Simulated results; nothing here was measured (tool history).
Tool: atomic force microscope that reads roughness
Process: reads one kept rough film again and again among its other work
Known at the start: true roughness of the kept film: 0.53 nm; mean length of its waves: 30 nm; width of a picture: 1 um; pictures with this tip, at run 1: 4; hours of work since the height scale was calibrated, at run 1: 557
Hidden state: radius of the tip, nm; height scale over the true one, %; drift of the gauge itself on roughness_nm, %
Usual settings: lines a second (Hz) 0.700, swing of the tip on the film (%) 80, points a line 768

run	hour	lines a second (Hz)	swing of the tip on the film (%)	points a line	pictures with this tip	hours of work since the height scale was calibrated	roughness of the kept film (nm (root mean square))
1	0.0	0.700	80	768	4	557	0.4892
2	13.3	0.700	80	768	18	566	0.4892
3	42.6	0.700	80	768	49	584	0.4872
4	70.1	0.700	80	381	79	602	0.4836
5	99.5	0.700	80	768	110	620	0.4858
6	121.3	0.700	80	768	133	634	0.4834
7	135.7	0.700	58	768	148	643	0.5060
# hour 137.7: new tip fitted
8	152.6	0.700	58	768	16	654	0.5132
9	174.5	0.700	58	768	39	667	0.5113
10	206.1	0.700	58	768	73	687	0.5104
11	226.6	0.700	58	768	95	700	0.5089
12	252.4	0.700	80	257	122	717	0.4765
# hour 278.0: new tip fitted
13	284.0	0.700	86	452	6	736	0.4790
14	310.0	2.147	59	888	34	753	0.4915
15	326.4	2.147	59	888	51	763	0.4915
16	355.0	2.147	59	888	82	781	0.4890
17	377.6	2.147	59	888	106	795	0.4893
18	401.9	2.147	60	339	132	811	0.4803
# hour 418.6: new tip fitted
19	426.6	0.545	75	768	8	826	0.5017
20	440.1	0.853	75	908	23	834	0.4919
21	468.6	0.853	75	908	53	852	0.4907
22	481.5	0.700	77	768	67	861	0.4922
23	504.1	2.025	76	264	91	875	0.4395

Measured less the same run without the tool's hidden state. The same run-to-run variation is in both; the gauge's scatter may not be:
run	roughness of the kept film (nm (root mean square))
1	+0.0016
2	+0.0009
3	-0.0009
4	-0.0023
5	-0.0040
6	-0.0051
7	-0.0061
8	+0.0011
9	-0.0001
10	-0.0021
11	-0.0033
12	-0.0044
13	+0.0018
14	+0.0004
15	-0.0004
16	-0.0021
17	-0.0032
18	-0.0046
19	+0.0017
20	+0.0009
21	-0.0006
22	-0.0014
23	-0.0023
